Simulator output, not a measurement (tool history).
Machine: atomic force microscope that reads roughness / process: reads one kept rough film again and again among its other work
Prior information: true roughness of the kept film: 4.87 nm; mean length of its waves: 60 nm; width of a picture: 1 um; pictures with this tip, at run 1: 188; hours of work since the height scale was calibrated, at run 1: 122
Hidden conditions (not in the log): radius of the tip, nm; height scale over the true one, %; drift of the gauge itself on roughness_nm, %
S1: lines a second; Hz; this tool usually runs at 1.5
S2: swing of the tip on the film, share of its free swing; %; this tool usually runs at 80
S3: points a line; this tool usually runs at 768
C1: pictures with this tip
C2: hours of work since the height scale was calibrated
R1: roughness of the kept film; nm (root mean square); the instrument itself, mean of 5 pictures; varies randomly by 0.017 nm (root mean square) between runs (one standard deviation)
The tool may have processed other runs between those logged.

Run 1, hour 0: usual settings; C1 188; C2 122. Result: R1 3.948 nm (root mean square).
Run 2, hour 7.3: usual settings; C1 206; C2 128. Result: R1 3.924 nm (root mean square).
Run 3, hour 13.6: usual settings; C1 221; C2 132. Result: R1 3.935 nm (root mean square).
Run 4, hour 21.8: usual settings; C1 241; C2 138. Result: R1 3.91 nm (root mean square).
Run 5, hour 29.7: usual settings but S3 390; C1 261; C2 144. Result: R1 3.876 nm (root mean square).
Run 6, hour 37.4: usual settings but S3 390; C1 279; C2 149. Result: R1 3.863 nm (root mean square).
Run 7, hour 43.2: usual settings but S3 895; C1 294; C2 153. Result: R1 3.88 nm (root mean square).
Run 8, hour 51: usual settings but S1 0.94 Hz, S3 895; C1 313; C2 159. Result: R1 4.079 nm (root mean square).
Run 9, hour 59.3: usual settings but S2 79 %, S3 705; C1 333; C2 165. Result: R1 3.878 nm (root mean square).
Run 10, hour 68.2: usual settings but S2 79 %, S3 705; C1 355; C2 172. Result: R1 3.893 nm (root mean square).
At hour 72.4: new tip fitted.
Run 11, hour 78.4: usual settings but S1 0.63 Hz, S2 79 %, S3 705; C1 14; C2 179. Result: R1 4.409 nm (root mean square).
Run 12, hour 83.4: usual settings but S2 85 %, S3 625; C1 27; C2 182. Result: R1 3.942 nm (root mean square).
Run 13, hour 92.9: usual settings but S1 3.65 Hz, S2 74 %, S3 511; C1 50; C2 189. Result: R1 3.656 nm (root mean square).

Forecast each of these 5 alternatives for the next run:
Run A, hour 97.5: usual settings but S1 2.03 Hz, S2 90 %, S3 511; C1 61; C2 192. Result: R1 ?.
Run B, hour 97.5: usual settings but S1 2.57 Hz, S2 79 %, S3 511; C1 61; C2 192. Result: R1 ?.
Run C, hour 97.5: usual settings but S1 3.65 Hz, S2 74 %, S3 481; C1 61; C2 192. Result: R1 ?.
Run D, hour 97.5: usual settings but S1 1.17 Hz, S2 68 %, S3 319; C1 61; C2 192. Result: R1 ?.
Run E, hour 97.5: usual settings but S1 1.14 Hz, S2 74 %, S3 536; C1 61; C2 192. Result: R1 ?.

run     R1
  A  3.495
  B  3.736
  C  3.666
  D  4.367
  E  4.293
With no hidden state in the tool, these same runs would have given:
run     R1
  A  3.541
  B  3.785
  C  3.714
  D  4.424
  E  4.349
